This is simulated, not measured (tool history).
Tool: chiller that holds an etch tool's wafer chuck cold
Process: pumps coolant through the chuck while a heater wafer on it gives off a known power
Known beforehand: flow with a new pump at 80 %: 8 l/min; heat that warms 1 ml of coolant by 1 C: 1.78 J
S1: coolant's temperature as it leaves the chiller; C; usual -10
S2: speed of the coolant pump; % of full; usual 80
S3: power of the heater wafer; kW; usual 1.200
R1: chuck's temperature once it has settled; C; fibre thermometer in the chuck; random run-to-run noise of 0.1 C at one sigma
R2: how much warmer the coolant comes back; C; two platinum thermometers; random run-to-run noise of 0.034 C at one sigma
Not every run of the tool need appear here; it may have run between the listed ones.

run 1 hour=0.0 | S1=-10 S2=80 S3=1.200 | R1=4.3 R2=5.03
run 2 hour=108.7 | S1=-10 S2=80 S3=1.200 | R1=4.5 R2=5.06
run 3 hour=267.5 | S1=-10 S2=80 S3=1.200 | R1=4.8 R2=5.08
-- hour=287.3 chiller's thermometer calibrated
run 4 hour=408.7 | S1=-10 S2=76 S3=1.200 | R1=5.0 R2=5.42
run 5 hour=550.8 | S1=-10 S2=76 S3=1.200 | R1=5.2 R2=5.45
run 6 hour=685.7 | S1=-10 S2=76 S3=1.200 | R1=5.1 R2=5.36
run 7 hour=818.5 | S1=-10 S2=76 S3=1.200 | R1=5.2 R2=5.40
run 8 hour=950.2 | S1=-10 S2=76 S3=1.200 | R1=5.1 R2=5.46
run 9 hour=1061.1 | S1=-10 S2=80 S3=1.200 | R1=4.6 R2=5.07
run 10 hour=1211.4 | S1=-10 S2=80 S3=1.200 | R1=4.6 R2=5.10
run 11 hour=1301.0 | S1=-10 S2=80 S3=1.200 | R1=4.4 R2=5.03
run 12 hour=1391.2 | S1=-12 S2=80 S3=1.200 | R1=2.4 R2=5.12
run 13 hour=1509.6 | S1=-12 S2=80 S3=1.200 | R1=2.4 R2=5.08
run 14 hour=1644.0 | S1=-19 S2=86 S3=0.686 | R1=-11.2 R2=2.69
run 15 hour=1744.0 | S1=-6 S2=96 S3=0.873 | R1=3.1 R2=2.99
run 16 hour=1812.8 | S1=-6 S2=96 S3=1.294 | R1=7.5 R2=4.47
run 17 hour=1938.0 | S1=-6 S2=96 S3=1.294 | R1=7.6 R2=4.46
run 18 hour=2085.5 | S1=-12 S2=85 S3=1.294 | R1=2.9 R2=5.12
run 19 hour=2220.7 | S1=-12 S2=85 S3=1.294 | R1=2.8 R2=5.08
run 20 hour=2345.7 | S1=-8 S2=80 S3=0.948 | R1=3.3 R2=4.01
run 21 hour=2453.4 | S1=-8 S2=80 S3=0.948 | R1=3.5 R2=4.01
run 22 hour=2527.8 | S1=-6 S2=80 S3=0.948 | R1=5.5 R2=3.98
run 23 hour=2677.3 | S1=-6 S2=80 S3=0.948 | R1=5.3 R2=3.97
run 24 hour=2776.1 | S1=-6 S2=80 S3=0.948 | R1=5.3 R2=4.01
run 25 hour=2932.5 | S1=-10 S2=60 S3=1.200 | R1=8.4 R2=6.93
run 26 hour=3064.5 | S1=-10 S2=60 S3=1.200 | R1=8.2 R2=7.00

Predict each of these 4 candidate next runs independently; none follows another, all start after run 26:
run A hour=3131.5 | S1=-10 S2=60 S3=1.521 | R1=? R2=?
run B hour=3131.5 | S1=-7 S2=80 S3=1.357 | R1=? R2=?
run C hour=3131.5 | S1=-2 S2=80 S3=1.200 | R1=? R2=?
run D hour=3131.5 | S1=-8 S2=60 S3=0.933 | R1=? R2=?

run=A R1=13.2 R2=8.79
run=B R1=9.3 R2=5.75
run=C R1=12.4 R2=5.05
run=D R1=6.4 R2=5.42
Take away the tool's hidden state, keep each run's random variation, and the runs would have read:
run=A R1=13.2 R2=8.79
run=B R1=9.3 R2=5.74
run=C R1=12.4 R2=5.04
run=D R1=6.4 R2=5.42
